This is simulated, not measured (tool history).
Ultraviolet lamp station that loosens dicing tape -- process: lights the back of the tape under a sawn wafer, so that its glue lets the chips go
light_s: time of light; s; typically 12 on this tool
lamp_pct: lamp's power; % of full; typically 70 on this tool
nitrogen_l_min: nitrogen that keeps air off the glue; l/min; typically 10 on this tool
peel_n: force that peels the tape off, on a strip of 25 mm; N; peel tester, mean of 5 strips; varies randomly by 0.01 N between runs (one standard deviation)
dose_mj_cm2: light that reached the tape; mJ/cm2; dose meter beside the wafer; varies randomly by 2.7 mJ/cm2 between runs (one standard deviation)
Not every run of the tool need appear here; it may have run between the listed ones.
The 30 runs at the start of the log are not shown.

| run | day | light_s | lamp_pct | nitrogen_l_min | peel_n | dose_mj_cm2 |
|---|---|---|---|---|---|---|
| 31 | 10.812 | 12 | 70 | 19 | 0.432 | 326 |
| 32 | 11.004 | 6 | 65 | 19 | 1.521 | 150 |
| 33 | 11.304 | 6 | 70 | 10 | 1.578 | 162 |
| 34 | 11.638 | 12 | 70 | 5 | 0.729 | 317 |
| 35 | 12.083 | 7 | 70 | 6 | 1.651 | 189 |
| 36 | 12.517 | 7 | 70 | 6 | 1.611 | 188 |
| 37 | 12.817 | 11 | 71 | 18 | 0.512 | 292 |
| 38 | 13.171 | 12 | 92 | 10 | 0.348 | 416 |
| 39 | 13.538 | 13 | 67 | 10 | 0.527 | 334 |
| 40 | 13.883 | 9 | 86 | 8 | 0.675 | 290 |

Branching from run 40: 3 alternative next runs. What would each branch give?
| A | 14.258 | 9 | 77 | 6 | ? | ? |
| B | 14.258 | 21 | 83 | 6 | ? | ? |
| C | 14.258 | 13 | 81 | 4 | ? | ? |

| run | peel_n | dose_mj_cm2 |
|---|---|---|
| A | 0.970 | 262 |
| B | 0.246 | 658 |
| C | 0.569 | 396 |
The same runs, with their run-to-run variation unchanged, on a tool lacking any hidden condition would have given:
| run | peel_n | dose_mj_cm2 |
|---|---|---|
| A | 0.762 | 301 |
| B | 0.231 | 756 |
| C | 0.447 | 455 |
